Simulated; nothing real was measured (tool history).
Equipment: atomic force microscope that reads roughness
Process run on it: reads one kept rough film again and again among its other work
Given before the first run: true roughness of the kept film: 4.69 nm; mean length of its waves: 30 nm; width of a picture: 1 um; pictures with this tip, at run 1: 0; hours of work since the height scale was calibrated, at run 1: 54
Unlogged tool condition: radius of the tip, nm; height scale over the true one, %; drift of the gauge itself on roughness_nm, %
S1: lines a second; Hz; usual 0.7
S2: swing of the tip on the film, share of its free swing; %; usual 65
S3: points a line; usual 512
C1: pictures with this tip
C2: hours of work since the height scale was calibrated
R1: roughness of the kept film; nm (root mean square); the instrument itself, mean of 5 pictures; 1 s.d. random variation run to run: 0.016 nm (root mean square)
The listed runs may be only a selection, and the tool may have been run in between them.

run	hour	S1	S2	S3	C1	C2	R1
1	0	0.7	65	512	0	54	3.724
2	16.6	0.7	65	580	23	62	3.619
3	31.3	2.323	65	512	44	70	3.367
4	53.5	2.323	65	512	75	82	3.266
5	74.2	2.323	65	512	104	92	3.181
6	95.2	2.323	65	512	133	104	3.11
7	121.9	0.7	65	577	170	117	3.211
8	139.8	0.7	65	806	195	127	3.149
9	166.6	0.7	65	512	232	141	3.038
10	189.2	0.7	65	512	264	153	2.974
11	213.9	0.7	65	512	298	166	2.899
12	241.4	0.7	65	512	337	180	2.805
13	253.7	1.639	88	512	354	187	2.334
# hour 257.5: new tip fitted
14	269	1.718	82	924	15	194	3.203
15	282.9	1.718	78	924	35	202	3.25
16	304.8	0.7	87	512	65	213	3.306
17	331.2	3.444	88	528	102	227	2.369
18	356.7	0.891	64	263	138	240	3.211
19	376.2	0.891	64	263	165	251	3.152
20	391.2	0.891	89	263	186	259	2.846
21	416	0.821	89	421	221	272	2.82
22	428.4	0.821	89	421	238	278	2.756
23	443.5	0.6	65	341	259	286	2.959
24	464.9	0.6	65	341	289	297	2.893

Entry by entry between the runs, the difference in hidden state between the last listed run before and the first listed run after:
Runs 13 to 14: new tip fitted (hour 257.5)
  radius of the tip, nm: 30.8 -> 11.7; height scale over the true one, %: -0.45 -> -0.47
  measured result minus the result with no hidden state, R1: -0.845 -> -0.108 nm (root mean square)

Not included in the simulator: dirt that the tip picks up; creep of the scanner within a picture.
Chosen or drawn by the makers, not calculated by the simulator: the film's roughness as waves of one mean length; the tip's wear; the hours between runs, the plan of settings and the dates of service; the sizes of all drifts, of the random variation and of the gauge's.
